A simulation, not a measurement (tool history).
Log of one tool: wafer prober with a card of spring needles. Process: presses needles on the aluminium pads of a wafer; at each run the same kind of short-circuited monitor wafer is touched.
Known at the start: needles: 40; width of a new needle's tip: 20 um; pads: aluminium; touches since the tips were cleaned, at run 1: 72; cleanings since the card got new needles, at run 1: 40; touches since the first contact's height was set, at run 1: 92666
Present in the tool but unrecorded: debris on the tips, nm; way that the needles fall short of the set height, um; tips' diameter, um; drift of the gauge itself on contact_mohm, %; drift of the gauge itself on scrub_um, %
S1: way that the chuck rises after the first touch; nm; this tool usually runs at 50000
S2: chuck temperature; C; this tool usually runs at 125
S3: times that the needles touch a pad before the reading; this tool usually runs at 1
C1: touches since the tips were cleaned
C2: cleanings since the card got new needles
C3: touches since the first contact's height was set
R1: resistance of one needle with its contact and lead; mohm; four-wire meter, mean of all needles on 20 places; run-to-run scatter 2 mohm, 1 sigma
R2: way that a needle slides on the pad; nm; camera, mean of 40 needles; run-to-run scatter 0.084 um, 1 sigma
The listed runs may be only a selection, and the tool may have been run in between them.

run,hour,S1,S2,S3,C1,C2,C3,R1,R2
1,0,50000,125,1,72,40,92666,235,8510
# hour 4.4: tips cleaned on abrasive film
# hour 9.8: tips cleaned on abrasive film
# hour 14.2: tips cleaned on abrasive film
2,17.4,50000,125,1,1485,43,100564,305,8480
# hour 18.6: tips cleaned on abrasive film
# hour 23.8: tips cleaned on abrasive film
# hour 28.6: tips cleaned on abrasive film
3,28.6,50000,125,1,0,46,105603,223,8360
# hour 33.9: tips cleaned on abrasive film
# hour 39.2: tips cleaned on abrasive film
4,41.2,50000,125,1,883,48,111283,291,8400
# hour 44.5: tips cleaned on abrasive film
# hour 49.9: tips cleaned on abrasive film
# hour 54.3: tips cleaned on abrasive film
5,54.5,50000,125,1,85,51,117292,231,8320
# hour 58.9: tips cleaned on abrasive film
# hour 64.2: tips cleaned on abrasive film
# hour 69.6: tips cleaned on abrasive film
6,71.2,50000,125,1,736,54,124850,291,8380
# hour 74.5: tips cleaned on abrasive film
# hour 79.9: tips cleaned on abrasive film
# hour 85.3: tips cleaned on abrasive film
7,86.1,50000,125,2,390,57,131612,243,8240
# hour 90.3: tips cleaned on abrasive film
# hour 95.8: tips cleaned on abrasive film
# hour 101.2: tips cleaned on abrasive film
8,101.7,50000,125,2,233,60,138688,230,8100
# hour 106: tips cleaned on abrasive film
# hour 111: tips cleaned on abrasive film
9,113.1,50000,125,2,982,62,143842,270,8150
# hour 116.3: tips cleaned on abrasive film
# hour 121.7: tips cleaned on abrasive film
10,122.1,50000,125,2,184,64,147904,234,8100
# hour 127.1: tips cleaned on abrasive film
# hour 132.5: tips cleaned on abrasive film
# hour 137.7: tips cleaned on abrasive film
11,137.7,50000,125,1,0,67,154953,228,8200
# hour 142.8: tips cleaned on abrasive film
# hour 148.2: tips cleaned on abrasive film
12,151.2,50000,125,1,1404,69,161111,330,8090
# hour 153.4: tips cleaned on abrasive film
# hour 158.6: tips cleaned on abrasive film
13,161.7,61000,67,3,1421,71,165822,229,10070
# hour 163.9: tips cleaned on abrasive film
# hour 168.3: tips cleaned on abrasive film
# hour 173.4: tips cleaned on abrasive film
# hour 178.8: tips cleaned on abrasive film
14,179.6,61000,67,3,365,75,173923,209,9930

Run 15 comes next. What will it give?
# hour 183.8: tips cleaned on abrasive film
# hour 189: tips cleaned on abrasive film
# hour 194.2: tips cleaned on abrasive film
15,195.8,30000,33,2,756,78,181271,?,?

Run 15 measured R1 374 mohm, R2 4490 nm.
Had the tool carried no hidden state, the very same run would have given R1 200 mohm, R2 5520 nm.
